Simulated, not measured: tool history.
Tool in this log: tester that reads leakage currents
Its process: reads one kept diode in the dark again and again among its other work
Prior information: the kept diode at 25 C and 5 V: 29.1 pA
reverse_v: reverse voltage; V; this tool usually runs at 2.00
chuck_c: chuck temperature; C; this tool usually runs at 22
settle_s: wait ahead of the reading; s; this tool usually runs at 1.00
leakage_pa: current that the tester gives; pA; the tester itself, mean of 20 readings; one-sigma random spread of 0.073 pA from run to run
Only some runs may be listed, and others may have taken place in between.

run,hour,reverse_v,chuck_c,settle_s,leakage_pa
1,0.0,2.00,22,1.00,21.51
2,36.9,2.00,22,1.00,21.81
# hour 61.9: chuck's temperature calibrated
3,75.8,1.22,22,1.00,20.25
4,119.7,2.00,22,1.00,24.21
5,158.2,2.00,54,1.00,253.40
# hour 175.2: chuck's temperature calibrated, once more
6,197.4,1.65,45,2.91,98.54
7,221.7,1.65,45,2.91,98.98
8,265.0,8.91,41,1.85,129.79
9,302.2,8.91,41,1.85,130.63
10,324.5,2.55,47,1.00,134.20

Here are 5 independent what-if runs from the current tool condition. What would each one return?
A,348.8,11.85,29,1.00,?
B,348.8,10.11,40,3.57,?
C,348.8,17.97,40,1.00,?
D,348.8,1.62,35,1.00,?
E,348.8,1.01,22,1.00,?

run,leakage_pa
A,64.55
B,126.84
C,162.07
D,47.84
E,14.70
Without the tool's unlogged condition, the same runs would have read:
run,leakage_pa
A,58.00
B,120.63
C,151.58
D,46.58
E,14.04

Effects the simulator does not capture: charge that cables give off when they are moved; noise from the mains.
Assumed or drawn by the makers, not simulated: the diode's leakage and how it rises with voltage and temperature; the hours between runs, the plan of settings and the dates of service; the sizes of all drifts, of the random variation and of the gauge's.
